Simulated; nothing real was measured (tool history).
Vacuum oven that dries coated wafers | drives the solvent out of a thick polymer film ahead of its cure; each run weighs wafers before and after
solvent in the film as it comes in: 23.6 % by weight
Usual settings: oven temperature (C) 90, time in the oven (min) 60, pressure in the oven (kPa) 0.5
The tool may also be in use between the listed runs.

Run 1, hour 0: usual settings. Result: solvent left in the film (%) 1.23.
Run 2, hour 8.6: usual settings. Result: solvent left in the film (%) 1.23.
Run 3, hour 25.2: usual settings. Result: solvent left in the film (%) 1.24.
Run 4, hour 42.3: usual settings but oven temperature (C) 99. Result: solvent left in the film (%) 0.4.
Run 5, hour 61.6: usual settings but oven temperature (C) 99, time in the oven (min) 43. Result: solvent left in the film (%) 0.92.
Run 6, hour 75.7: usual settings but oven temperature (C) 99, time in the oven (min) 43. Result: solvent left in the film (%) 1.04.
Run 7, hour 85.5: usual settings but oven temperature (C) 99, time in the oven (min) 43. Result: solvent left in the film (%) 0.92.
Run 8, hour 98.2: usual settings but oven temperature (C) 99, time in the oven (min) 43. Result: solvent left in the film (%) 0.95.
Run 9, hour 115.5: usual settings but oven temperature (C) 104. Result: solvent left in the film (%) 0.27.
Run 10, hour 129.5: usual settings but oven temperature (C) 104. Result: solvent left in the film (%) 0.24.
Run 11, hour 147.8: usual settings but oven temperature (C) 104. Result: solvent left in the film (%) 0.18.
Run 12, hour 162.4: usual settings but oven temperature (C) 104. Result: solvent left in the film (%) 0.23.
Run 13, hour 172.5: usual settings but oven temperature (C) 104. Result: solvent left in the film (%) 0.27.
Run 14, hour 186.5: usual settings but oven temperature (C) 96. Result: solvent left in the film (%) 0.63.
Run 15, hour 196.9: usual settings but oven temperature (C) 96. Result: solvent left in the film (%) 0.54.
Run 16, hour 205.5: usual settings but oven temperature (C) 96. Result: solvent left in the film (%) 0.61.
Run 17, hour 217.9: usual settings. Result: solvent left in the film (%) 1.33.
Run 18, hour 227.5: usual settings but pressure in the oven (kPa) 0.964. Result: solvent left in the film (%) 1.49.
Run 19, hour 239.8: usual settings but time in the oven (min) 47. Result: solvent left in the film (%) 2.17.
Run 20, hour 252.8: usual settings but time in the oven (min) 72. Result: solvent left in the film (%) 0.88.
Run 21, hour 271.9: usual settings but oven temperature (C) 99, time in the oven (min) 36, pressure in the oven (kPa) 1.869. Result: solvent left in the film (%) 1.85.
Run 22, hour 280.1: usual settings but oven temperature (C) 75, time in the oven (min) 36, pressure in the oven (kPa) 0.494. Result: solvent left in the film (%) 8.94.
Run 23, hour 297.7: usual settings but oven temperature (C) 75, time in the oven (min) 36, pressure in the oven (kPa) 0.494. Result: solvent left in the film (%) 9.01.
Run 24, hour 309: usual settings but oven temperature (C) 103, time in the oven (min) 37, pressure in the oven (kPa) 0.967. Result: solvent left in the film (%) 0.97.
Run 25, hour 325.4: usual settings but oven temperature (C) 81. Result: solvent left in the film (%) 3.46.
Run 26, hour 339.8: usual settings but oven temperature (C) 82. Result: solvent left in the film (%) 3.2.
Run 27, hour 350.8: usual settings but oven temperature (C) 98, time in the oven (min) 41, pressure in the oven (kPa) 1.048. Result: solvent left in the film (%) 1.38.
Run 28, hour 367.9: usual settings but oven temperature (C) 98, time in the oven (min) 41, pressure in the oven (kPa) 1.048. Result: solvent left in the film (%) 1.4.
Run 29, hour 381.6: usual settings but oven temperature (C) 94, time in the oven (min) 33. Result: solvent left in the film (%) 2.98.
Run 30, hour 393.6: usual settings but oven temperature (C) 94, time in the oven (min) 33, pressure in the oven (kPa) 0.561. Result: solvent left in the film (%) 3.07.
Run 31, hour 408.7: usual settings but oven temperature (C) 94, time in the oven (min) 33, pressure in the oven (kPa) 0.561. Result: solvent left in the film (%) 2.95.
Run 32, hour 422: usual settings but oven temperature (C) 94, time in the oven (min) 33, pressure in the oven (kPa) 0.561. Result: solvent left in the film (%) 2.93.
Run 33, hour 435: usual settings but oven temperature (C) 94, time in the oven (min) 33, pressure in the oven (kPa) 0.561. Result: solvent left in the film (%) 3.07.
Run 34, hour 448.5: usual settings but oven temperature (C) 87, time in the oven (min) 94, pressure in the oven (kPa) 0.493. Result: solvent left in the film (%) 0.76.
Run 35, hour 460: usual settings but oven temperature (C) 94, time in the oven (min) 36, pressure in the oven (kPa) 0.513. Result: solvent left in the film (%) 2.53.

3 ways to go on from here, each from the tool as it stands after run 35. What would each give?
Run A, hour 478.9: usual settings but oven temperature (C) 84, time in the oven (min) 61, pressure in the oven (kPa) 1.169. Result: solvent left in the film (%) ?.
Run B, hour 478.9: usual settings but time in the oven (min) 74. Result: solvent left in the film (%) ?.
Run C, hour 478.9: usual settings but oven temperature (C) 94, time in the oven (min) 56, pressure in the oven (kPa) 0.513. Result: solvent left in the film (%) ?.

run  solvent left in the film (%)
  A                          2.91
  B                           0.9
  C                          0.97
Without the tool's hidden state the same runs would have given:
run  solvent left in the film (%)
  A                          2.15
  B                          0.57
  C                           0.6

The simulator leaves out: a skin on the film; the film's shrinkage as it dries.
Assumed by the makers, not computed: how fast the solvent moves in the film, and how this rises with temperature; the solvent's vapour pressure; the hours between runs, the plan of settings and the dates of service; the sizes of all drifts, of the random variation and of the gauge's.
